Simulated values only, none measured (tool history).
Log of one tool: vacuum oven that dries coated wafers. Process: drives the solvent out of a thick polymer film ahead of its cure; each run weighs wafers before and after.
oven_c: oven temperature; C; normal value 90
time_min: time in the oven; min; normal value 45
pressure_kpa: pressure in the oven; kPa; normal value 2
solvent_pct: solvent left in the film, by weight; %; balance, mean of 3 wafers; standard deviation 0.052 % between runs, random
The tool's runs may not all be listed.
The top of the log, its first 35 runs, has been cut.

run,hour,oven_c,time_min,pressure_kpa,solvent_pct
36,370.7,86,33,2.22,2.8
37,385.9,86,33,2.22,2.84
38,398.7,93,48,4.58,2.25
39,406.5,93,45,3.33,1.8
40,421.3,93,45,3.33,1.77
41,430.1,95,58,3.33,1.48
42,438.2,88,40,2,1.93
43,449.1,85,50,2,2.05
44,463,84,44,1.83,2.24
45,476.3,105,44,5.89,1.69
46,489.3,105,44,5.89,1.71
47,497.2,96,33,2.5,1.54

4 options for the next run, each taken on its own from the tool as it stands now. Forecast them:
A,512,103,41,5.19,?
B,512,102,45,2,?
C,512,93,45,3.37,?
D,512,97,49,2,?

run,solvent_pct
A,1.66
B,0.77
C,1.82
D,0.94
With no hidden state in the tool, these same runs would have given:
run,solvent_pct
A,1.58
B,0.69
C,1.71
D,0.85

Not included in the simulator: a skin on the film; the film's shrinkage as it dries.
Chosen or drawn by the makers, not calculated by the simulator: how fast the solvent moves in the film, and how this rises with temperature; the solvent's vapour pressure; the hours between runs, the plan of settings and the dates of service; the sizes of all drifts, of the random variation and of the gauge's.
